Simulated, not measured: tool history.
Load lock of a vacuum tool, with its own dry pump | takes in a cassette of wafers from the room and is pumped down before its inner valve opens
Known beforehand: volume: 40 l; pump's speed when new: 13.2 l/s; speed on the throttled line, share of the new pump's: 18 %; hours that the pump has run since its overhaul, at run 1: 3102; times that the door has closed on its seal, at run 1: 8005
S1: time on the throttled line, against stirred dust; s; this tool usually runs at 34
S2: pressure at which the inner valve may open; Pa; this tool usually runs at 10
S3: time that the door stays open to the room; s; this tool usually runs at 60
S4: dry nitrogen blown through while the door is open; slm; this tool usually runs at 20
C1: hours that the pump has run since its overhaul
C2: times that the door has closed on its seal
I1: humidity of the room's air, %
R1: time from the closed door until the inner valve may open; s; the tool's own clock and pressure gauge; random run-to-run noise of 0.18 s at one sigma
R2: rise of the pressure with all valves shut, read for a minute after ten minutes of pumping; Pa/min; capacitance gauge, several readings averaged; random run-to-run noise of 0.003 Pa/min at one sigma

run 1 hour=0 | S1=34 S2=10 S3=60 S4=20 | C1=3102 C2=8005 | I1=42.4 | R1=56.1 R2=0.066
run 2 hour=86.6 | S1=34 S2=10 S3=60 S4=19 | C1=3188 C2=8379 | I1=44.6 | R1=56.3 R2=0.071
run 3 hour=149.6 | S1=34 S2=10 S3=60 S4=23 | C1=3251 C2=8651 | I1=42 | R1=56 R2=0.069
run 4 hour=252 | S1=34 S2=10 S3=60 S4=23 | C1=3354 C2=9094 | I1=46.4 | R1=56.4 R2=0.069
run 5 hour=330.9 | S1=34 S2=10 S3=60 S4=20 | C1=3433 C2=9435 | I1=48.3 | R1=56.3 R2=0.081
run 6 hour=389.1 | S1=34 S2=10 S3=60 S4=20 | C1=3491 C2=9687 | I1=44.2 | R1=56.1 R2=0.072
run 7 hour=432.9 | S1=34 S2=10 S3=60 S4=20 | C1=3535 C2=9876 | I1=45.8 | R1=56.1 R2=0.078
run 8 hour=502.8 | S1=34 S2=10 S3=60 S4=20 | C1=3604 C2=10179 | I1=41.5 | R1=56.1 R2=0.077
run 9 hour=582.4 | S1=34 S2=10 S3=60 S4=20 | C1=3684 C2=10523 | I1=44.1 | R1=56 R2=0.083
run 10 hour=690.3 | S1=34 S2=10 S3=60 S4=20 | C1=3792 C2=10989 | I1=44.5 | R1=56.2 R2=0.084
run 11 hour=769.1 | S1=34 S2=10 S3=60 S4=20 | C1=3871 C2=11330 | I1=45.2 | R1=56.5 R2=0.084
run 12 hour=871.8 | S1=34 S2=10 S3=60 S4=20 | C1=3973 C2=11774 | I1=43.3 | R1=56.5 R2=0.087
run 13 hour=920.4 | S1=34 S2=10 S3=60 S4=20 | C1=4022 C2=11984 | I1=45.3 | R1=56.1 R2=0.09
run 14 hour=997.3 | S1=34 S2=10 S3=60 S4=20 | C1=4099 C2=12316 | I1=47.1 | R1=56.4 R2=0.092
run 15 hour=1053.7 | S1=34 S2=11 S3=60 S4=20 | C1=4155 C2=12560 | I1=43.1 | R1=56.1 R2=0.09
run 16 hour=1158.7 | S1=34 S2=11 S3=60 S4=20 | C1=4260 C2=13014 | I1=44.4 | R1=55.7 R2=0.096
run 17 hour=1264.8 | S1=34 S2=11 S3=60 S4=20 | C1=4366 C2=13473 | I1=43.4 | R1=56.1 R2=0.09
run 18 hour=1362.8 | S1=34 S2=11 S3=60 S4=20 | C1=4464 C2=13897 | I1=45.6 | R1=55.9 R2=0.103
run 19 hour=1414.7 | S1=34 S2=11 S3=60 S4=20 | C1=4516 C2=14121 | I1=44.6 | R1=56.1 R2=0.1
run 20 hour=1476.7 | S1=32 S2=11 S3=200 S4=20 | C1=4578 C2=14389 | I1=47.9 | R1=54.5 R2=0.148
run 21 hour=1534.4 | S1=32 S2=11 S3=200 S4=20 | C1=4636 C2=14639 | I1=44.2 | R1=54.4 R2=0.142
run 22 hour=1601.1 | S1=68 S2=10 S3=60 S4=20 | C1=4703 C2=14927 | I1=49.7 | R1=84.6 R2=0.107
run 23 hour=1646 | S1=34 S2=10 S3=123 S4=20 | C1=4748 C2=15121 | I1=41.8 | R1=56.1 R2=0.123
run 24 hour=1709.1 | S1=34 S2=10 S3=123 S4=20 | C1=4811 C2=15394 | I1=44.3 | R1=56.8 R2=0.129
run 25 hour=1796.5 | S1=20 S2=15 S3=123 S4=20 | C1=4898 C2=15771 | I1=46.2 | R1=43.5 R2=0.132
run 26 hour=1890.1 | S1=20 S2=15 S3=123 S4=20 | C1=4992 C2=16176 | I1=47.2 | R1=43.8 R2=0.133
run 27 hour=1969 | S1=28 S2=15 S3=153 S4=4 | C1=5071 C2=16517 | I1=45.3 | R1=50.1 R2=0.19
run 28 hour=2064.9 | S1=28 S2=7 S3=111 S4=7 | C1=5167 C2=16932 | I1=42 | R1=52.6 R2=0.152
run 29 hour=2160.6 | S1=28 S2=7 S3=111 S4=7 | C1=5262 C2=17346 | I1=45.5 | R1=52.5 R2=0.164
run 30 hour=2215 | S1=20 S2=15 S3=98 S4=7 | C1=5317 C2=17581 | I1=43.1 | R1=43.7 R2=0.153
run 31 hour=2311.3 | S1=66 S2=9 S3=60 S4=20 | C1=5413 C2=17997 | I1=44.3 | R1=83 R2=0.119
run 32 hour=2373.6 | S1=66 S2=9 S3=60 S4=20 | C1=5475 C2=18267 | I1=45.2 | R1=83 R2=0.123
run 33 hour=2451.5 | S1=39 S2=11 S3=226 S4=4 | C1=5553 C2=18603 | I1=44.8 | R1=60.4 R2=0.231
run 34 hour=2547.1 | S1=30 S2=11 S3=60 S4=10 | C1=5649 C2=19017 | I1=43.7 | R1=53.3 R2=0.135
run 35 hour=2610.2 | S1=30 S2=11 S3=60 S4=10 | C1=5712 C2=19289 | I1=45.4 | R1=53.2 R2=0.146
run 36 hour=2703.8 | S1=56 S2=10 S3=184 S4=11 | C1=5805 C2=19694 | I1=44.6 | R1=74.2 R2=0.197
run 37 hour=2776.5 | S1=45 S2=9 S3=79 S4=7 | C1=5878 C2=20008 | I1=45.1 | R1=66.1 R2=0.165

4 options for the next run, each taken on its own from the tool as it stands now. Forecast them:
run A hour=2822.7 | S1=34 S2=8 S3=140 S4=6 | C1=5924 C2=20208 | I1=42.2 | R1=? R2=?
run B hour=2822.7 | S1=34 S2=17 S3=32 S4=6 | C1=5924 C2=20208 | I1=44.8 | R1=? R2=?
run C hour=2822.7 | S1=26 S2=9 S3=60 S4=16 | C1=5924 C2=20208 | I1=43.1 | R1=? R2=?
run D hour=2822.7 | S1=54 S2=11 S3=79 S4=7 | C1=5924 C2=20208 | I1=45.6 | R1=? R2=?

run=A R1=57.5 R2=0.197
run=B R1=55 R2=0.142
run=C R1=50.5 R2=0.14
run=D R1=72.6 R2=0.171
Without the tool's hidden state the same runs would have given:
run=A R1=56.8 R2=0.109
run=B R1=54.5 R2=0.053
run=C R1=49.8 R2=0.051
run=D R1=72.1 R2=0.081
